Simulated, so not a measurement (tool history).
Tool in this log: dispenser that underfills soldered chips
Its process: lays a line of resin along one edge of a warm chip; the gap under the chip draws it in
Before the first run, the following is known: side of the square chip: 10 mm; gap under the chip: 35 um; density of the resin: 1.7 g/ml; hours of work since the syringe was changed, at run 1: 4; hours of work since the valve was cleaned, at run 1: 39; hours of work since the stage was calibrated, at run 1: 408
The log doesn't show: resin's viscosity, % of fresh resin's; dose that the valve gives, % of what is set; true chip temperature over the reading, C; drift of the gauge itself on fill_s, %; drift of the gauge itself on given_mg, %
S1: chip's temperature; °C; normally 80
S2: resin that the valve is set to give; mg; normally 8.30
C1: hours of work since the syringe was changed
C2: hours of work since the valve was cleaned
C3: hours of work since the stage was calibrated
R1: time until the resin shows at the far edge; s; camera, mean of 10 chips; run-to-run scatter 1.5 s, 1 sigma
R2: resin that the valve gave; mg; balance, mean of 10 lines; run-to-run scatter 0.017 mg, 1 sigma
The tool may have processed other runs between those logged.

run 1 day=0.000 | S1=80 S2=8.30 | C1=4 C2=39 C3=408 | R1=213.6 R2=8.01
-- day=0.288 new syringe of resin
run 2 day=0.500 | S1=80 S2=8.30 | C1=4 C2=47 C3=416 | R1=212.7 R2=7.98
-- day=0.812 new syringe of resin
-- day=0.929 dispensing valve cleaned and set on the balance
run 3 day=1.050 | S1=80 S2=8.30 | C1=3 C2=2 C3=425 | R1=206.1 R2=8.28
-- day=1.371 new syringe of resin
run 4 day=1.492 | S1=80 S2=8.30 | C1=2 C2=9 C3=432 | R1=183.1 R2=8.23
-- day=1.925 new syringe of resin
run 5 day=1.946 | S1=80 S2=8.30 | C1=0 C2=17 C3=440 | R1=172.0 R2=8.18
run 6 day=2.254 | S1=80 S2=8.30 | C1=6 C2=22 C3=445 | R1=255.0 R2=8.17
-- day=2.429 new syringe of resin
run 7 day=2.596 | S1=92 S2=8.30 | C1=3 C2=28 C3=450 | R1=118.5 R2=8.08
-- day=2.942 new syringe of resin
run 8 day=2.962 | S1=92 S2=8.30 | C1=0 C2=34 C3=456 | R1=97.8 R2=8.07
run 9 day=3.317 | S1=72 S2=8.30 | C1=6 C2=40 C3=462 | R1=394.4 R2=8.03
-- day=3.454 new syringe of resin
run 10 day=3.646 | S1=72 S2=8.30 | C1=3 C2=45 C3=468 | R1=306.3 R2=7.99
-- day=3.992 new syringe of resin
-- day=4.196 dispensing valve cleaned and set on the balance
run 11 day=4.246 | S1=72 S2=8.30 | C1=4 C2=1 C3=477 | R1=316.1 R2=8.30
-- day=4.550 new syringe of resin
run 12 day=4.633 | S1=68 S2=7.18 | C1=1 C2=7 C3=483 | R1=335.7 R2=7.10
run 13 day=4.938 | S1=92 S2=7.51 | C1=7 C2=12 C3=489 | R1=170.8 R2=7.40
-- day=5.075 new syringe of resin
run 14 day=5.333 | S1=92 S2=7.24 | C1=4 C2=19 C3=495 | R1=139.7 R2=7.12
-- day=5.604 new syringe of resin
run 15 day=5.621 | S1=80 S2=9.46 | C1=0 C2=23 C3=500 | R1=166.1 R2=9.26

Estimate the outcome of run 16 from the log above:
-- day=6.108 new syringe of resin
run 16 day=6.204 | S1=85 S2=10.49 | C1=2 C2=33 C3=509 | R1=? R2=?

R1: 140.7 s
R2: 10.19 mg
The same run, on a tool lacking any hidden state, would have yielded R1 106.8 s, R2 10.47 mg.
